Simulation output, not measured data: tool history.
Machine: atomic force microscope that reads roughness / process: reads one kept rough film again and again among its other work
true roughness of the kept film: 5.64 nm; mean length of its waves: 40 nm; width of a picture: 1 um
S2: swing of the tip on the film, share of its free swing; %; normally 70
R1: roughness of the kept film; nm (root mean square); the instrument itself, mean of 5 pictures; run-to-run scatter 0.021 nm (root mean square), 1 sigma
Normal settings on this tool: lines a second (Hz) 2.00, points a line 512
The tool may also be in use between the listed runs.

Run 1, hour 0.0: usual settings. Result: R1 4.966 nm (root mean square).
Run 2, hour 47.3: usual settings. Result: R1 4.805 nm (root mean square).
Run 3, hour 77.7: usual settings but lines a second (Hz) 0.69. Result: R1 4.794 nm (root mean square).
Run 4, hour 120.2: usual settings but lines a second (Hz) 0.69. Result: R1 4.736 nm (root mean square).
At hour 129.1: new tip fitted.
Run 5, hour 143.2: usual settings but lines a second (Hz) 2.89. Result: R1 4.966 nm (root mean square).
Run 6, hour 165.8: usual settings but lines a second (Hz) 2.89. Result: R1 4.871 nm (root mean square).
Run 7, hour 197.8: usual settings but lines a second (Hz) 2.89, S2 56 %. Result: R1 4.936 nm (root mean square).
Run 8, hour 219.8: usual settings. Result: R1 4.774 nm (root mean square).
Run 9, hour 262.5: usual settings. Result: R1 4.689 nm (root mean square).
Run 10, hour 298.5: usual settings. Result: R1 4.571 nm (root mean square).
At hour 319.6: new tip fitted.
Run 11, hour 348.2: usual settings. Result: R1 4.989 nm (root mean square).
Run 12, hour 379.9: usual settings. Result: R1 4.915 nm (root mean square).
Run 13, hour 424.1: usual settings. Result: R1 4.767 nm (root mean square).
Run 14, hour 467.0: usual settings. Result: R1 4.661 nm (root mean square).
At hour 509.9: new tip fitted.
Run 15, hour 513.9: usual settings. Result: R1 5.100 nm (root mean square).
Run 16, hour 543.7: usual settings but S2 74 %. Result: R1 4.943 nm (root mean square).
Run 17, hour 583.9: usual settings but S2 74 %. Result: R1 4.857 nm (root mean square).
Run 18, hour 620.1: usual settings but S2 74 %. Result: R1 4.727 nm (root mean square).
Run 19, hour 673.1: usual settings but S2 74 %. Result: R1 4.588 nm (root mean square).
At hour 702.1: new tip fitted.
Run 20, hour 717.8: usual settings but S2 74 %. Result: R1 5.009 nm (root mean square).
Run 21, hour 756.2: usual settings but S2 74 %, points a line 370. Result: R1 4.858 nm (root mean square).
Run 22, hour 797.3: usual settings but S2 74 %, points a line 370. Result: R1 4.762 nm (root mean square).
Run 23, hour 834.5: usual settings. Result: R1 4.717 nm (root mean square).
Run 24, hour 869.5: usual settings. Result: R1 4.656 nm (root mean square).
At hour 890.7: new tip fitted.
Run 25, hour 900.1: usual settings. Result: R1 5.054 nm (root mean square).
Run 26, hour 948.9: usual settings but points a line 585. Result: R1 4.932 nm (root mean square).
Run 27, hour 991.3: usual settings but lines a second (Hz) 0.58, points a line 768. Result: R1 4.941 nm (root mean square).
Run 28, hour 1013.8: usual settings but lines a second (Hz) 0.58, S2 60 %, points a line 768. Result: R1 4.893 nm (root mean square).
Run 29, hour 1060.4: usual settings but lines a second (Hz) 1.51, S2 60 %, points a line 768. Result: R1 4.756 nm (root mean square).
At hour 1080.8: new tip fitted.
Run 30, hour 1107.3: usual settings but lines a second (Hz) 1.51, S2 60 %, points a line 768. Result: R1 5.154 nm (root mean square).
Run 31, hour 1150.9: usual settings but lines a second (Hz) 0.76, S2 62 %, points a line 948. Result: R1 5.030 nm (root mean square).
Run 32, hour 1191.5: usual settings but lines a second (Hz) 0.76, S2 62 %, points a line 276. Result: R1 4.885 nm (root mean square).
Run 33, hour 1214.5: usual settings but lines a second (Hz) 0.76, S2 66 %, points a line 760. Result: R1 4.833 nm (root mean square).
Run 34, hour 1246.4: usual settings but lines a second (Hz) 0.76, S2 61 %, points a line 934. Result: R1 4.760 nm (root mean square).
At hour 1271.5: new tip fitted.
Run 35, hour 1274.1: usual settings but lines a second (Hz) 0.76, S2 61 %, points a line 934. Result: R1 5.214 nm (root mean square).
Run 36, hour 1299.2: usual settings but lines a second (Hz) 1.16, S2 81 %, points a line 818. Result: R1 4.963 nm (root mean square).
Run 37, hour 1322.6: usual settings but lines a second (Hz) 1.16, S2 81 %, points a line 818. Result: R1 4.934 nm (root mean square).
Run 38, hour 1372.5: usual settings but lines a second (Hz) 1.16, S2 81 %, points a line 818. Result: R1 4.783 nm (root mean square).
Run 39, hour 1400.3: usual settings but lines a second (Hz) 1.16, S2 81 %, points a line 1019. Result: R1 4.706 nm (root mean square).
Run 40, hour 1451.3: usual settings but S2 62 %. Result: R1 4.637 nm (root mean square).
At hour 1461.1: new tip fitted.
Run 41, hour 1479.3: usual settings but lines a second (Hz) 1.83, S2 69 %, points a line 277. Result: R1 5.041 nm (root mean square).
Run 42, hour 1531.9: usual settings but lines a second (Hz) 1.83, S2 69 %, points a line 277. Result: R1 4.877 nm (root mean square).
Run 43, hour 1565.1: usual settings but lines a second (Hz) 1.83, S2 69 %, points a line 277. Result: R1 4.774 nm (root mean square).
Run 44, hour 1611.0: usual settings but S2 82 %, points a line 521. Result: R1 4.520 nm (root mean square).
Run 45, hour 1639.8: usual settings but S2 81 %. Result: R1 4.510 nm (root mean square).
At hour 1650.8: new tip fitted.
Run 46, hour 1681.5: usual settings but lines a second (Hz) 0.75, S2 85 %, points a line 891. Result: R1 5.030 nm (root mean square).
Run 47, hour 1734.3: usual settings but lines a second (Hz) 0.75, S2 85 %, points a line 891. Result: R1 4.884 nm (root mean square).
Run 48, hour 1756.0: usual settings but lines a second (Hz) 0.75, S2 85 %, points a line 891. Result: R1 4.803 nm (root mean square).
Run 49, hour 1778.5: usual settings but lines a second (Hz) 2.11, S2 69 %, points a line 583. Result: R1 4.732 nm (root mean square).
Run 50, hour 1826.5: usual settings but lines a second (Hz) 3.70, S2 72 %, points a line 839. Result: R1 4.449 nm (root mean square).
At hour 1840.1: new tip fitted.
Run 51, hour 1866.0: usual settings but lines a second (Hz) 3.74, S2 58 %. Result: R1 5.052 nm (root mean square).
Run 52, hour 1906.0: usual settings but lines a second (Hz) 1.53, S2 68 %, points a line 507. Result: R1 5.003 nm (root mean square).

Some steps in R1 between neighbouring runs. How much of each would the tool show without its hidden state too (settings, what came in, random variation), and how much is left for the hidden state, with any gauge scatter that isn't in both results?
Unlogged tool condition in this case: radius of the tip, nm; height scale over the true one, %; drift of the gauge itself on roughness_nm, %.
Run 24 -> 25: new tip fitted. R1 +0.398 nm (root mean square): hidden state +0.429, all else -0.031.
Run 34 -> 35: new tip fitted. R1 +0.454 nm (root mean square): hidden state +0.430, all else +0.024.
Run 40 -> 41: lines a second (Hz) 2.00 -> 1.83, S2 62 -> 69, points a line 512 -> 277, new tip fitted. R1 +0.404 nm (root mean square): hidden state +0.461, all else -0.057.
Run 45 -> 46: lines a second (Hz) 2.00 -> 0.75, S2 81 -> 85, points a line 512 -> 891, new tip fitted. R1 +0.520 nm (root mean square): hidden state +0.389, all else +0.131.
Run 50 -> 51: lines a second (Hz) 3.70 -> 3.74, S2 72 -> 58, points a line 839 -> 512, new tip fitted. R1 +0.603 nm (root mean square): hidden state +0.415, all else +0.188.

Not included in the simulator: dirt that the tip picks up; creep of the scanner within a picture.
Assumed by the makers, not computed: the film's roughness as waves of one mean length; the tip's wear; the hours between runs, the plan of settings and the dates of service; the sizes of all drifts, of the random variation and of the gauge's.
